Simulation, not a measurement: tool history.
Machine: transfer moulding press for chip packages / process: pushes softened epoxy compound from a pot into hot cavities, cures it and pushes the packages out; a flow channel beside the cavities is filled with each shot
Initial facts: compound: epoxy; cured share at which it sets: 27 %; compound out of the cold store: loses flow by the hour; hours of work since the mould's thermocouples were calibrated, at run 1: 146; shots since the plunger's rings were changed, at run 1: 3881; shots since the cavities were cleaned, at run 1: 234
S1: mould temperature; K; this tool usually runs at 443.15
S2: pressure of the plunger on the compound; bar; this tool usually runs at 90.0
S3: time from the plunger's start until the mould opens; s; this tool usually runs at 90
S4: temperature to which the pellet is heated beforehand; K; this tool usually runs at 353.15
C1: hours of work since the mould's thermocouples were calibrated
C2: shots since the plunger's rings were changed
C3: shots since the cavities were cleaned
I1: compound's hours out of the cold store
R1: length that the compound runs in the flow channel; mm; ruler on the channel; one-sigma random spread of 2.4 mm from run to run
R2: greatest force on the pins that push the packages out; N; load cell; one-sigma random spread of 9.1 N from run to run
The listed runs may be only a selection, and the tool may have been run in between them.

run     day      S1     S2   S3      S4   C1    C2    C3    I1   R1    R2
  1   0.000  443.15   90.0   90  353.15  146  3881   234  35.1  534   508
  2   2.021  443.15   90.0   90  353.15  172  4381   734  24.0  567   612
      2.462  -- plunger's sealing rings changed
  3   3.492  443.15   90.0   90  353.15  190   254  1071  42.6  539   624
      3.854  -- cavities cleaned with cleaning compound and waxed
  4   4.817  443.15   90.0   90  363.15  207   566   238  29.9  577   494
  5   6.454  443.15   90.0   90  363.15  228   971   643  14.0  633   588
  6   8.017  443.15   90.0   90  363.15  249  1358  1030  31.4  570   635
      8.608  -- cavities cleaned with cleaning compound and waxed
  7   9.804  443.15   90.0   90  363.15  271  1784   295  42.9  521   500
  8  11.567  443.15   90.0  111  363.15  294  2219   730  42.1  523   512
     13.279  -- cavities cleaned with cleaning compound and waxed
  9  13.662  443.15   90.0   90  344.15  321  2722    94  46.9  506   461
 10  15.704  443.15   90.0   90  344.15  348  3227   599  28.4  561   592
 11  16.988  443.15   90.0  118  353.15  364  3545   917  26.3  565   526
     17.954  -- cavities cleaned with cleaning compound and waxed
 12  18.038  443.15   90.0  118  353.15  377  3789    21  42.9  506   370
 13  19.283  443.15   90.0  118  352.15  394  4097   329  26.1  567   459
     19.546  -- mould's thermocouples calibrated
 14  20.629  442.15   71.2  130  353.15   14  4409   641   9.2  555   497
     20.988  -- plunger's sealing rings changed
     22.833  -- cavities cleaned with cleaning compound and waxed
 15  22.833  442.15   71.2  130  353.15   41   442     1  16.7  565   353
 16  24.546  442.15   71.2  130  353.15   63   865   424  23.0  539   458
 17  26.412  438.15   90.0   82  344.15   88  1326   885  32.7  582  1103
     26.588  -- mould's thermocouples calibrated, once more
     27.517  -- cavities cleaned with cleaning compound and waxed
 18  27.933  439.15  100.7   90  353.15   17  1667   103  18.7  667   589
 19  29.517  443.15   90.0  109  354.15   37  2057   493  14.1  625   482
 20  31.333  448.15   78.6   88  355.15   61  2508   944  19.3  548   560
     32.225  -- cavities cleaned with cleaning compound and waxed
 21  32.796  448.15   78.6   88  355.15   80  2853   141   9.2  581   439
 22  33.788  442.15  107.2   88  357.15   93  3099   387  44.9  555   572
 23  35.192  442.15  107.2   88  357.15  111  3445   733  14.2  672   651
     36.929  -- cavities cleaned with cleaning compound and waxed
 24  36.929  442.15  107.2   88  357.15  133  3860     0  21.6  632   450
 25  38.250  443.15   84.1   73  349.15  150  4186   326  29.5  534   740

Branching from run 25: 4 alternative next runs. What would each branch give?
  A  39.108  447.15  93.2   72  353.15  161  4399  539  12.0   ?   ?
  B  39.108  443.15  68.8   95  343.15  161  4399  539  47.7   ?   ?
  C  39.108  443.15  84.1  120  349.15  161  4399  539  36.5   ?   ?
  D  39.108  438.15  84.1   73  353.15  161  4399  539  20.3   ?   ?

run   R1    R2
  A  608   669
  B  429   517
  C  511   487
  D  574  1248
Without the tool's unlogged condition, the same runs would have read:
run   R1   R2
  A  649  487
  B  459  375
  C  546  352
  D  613  913

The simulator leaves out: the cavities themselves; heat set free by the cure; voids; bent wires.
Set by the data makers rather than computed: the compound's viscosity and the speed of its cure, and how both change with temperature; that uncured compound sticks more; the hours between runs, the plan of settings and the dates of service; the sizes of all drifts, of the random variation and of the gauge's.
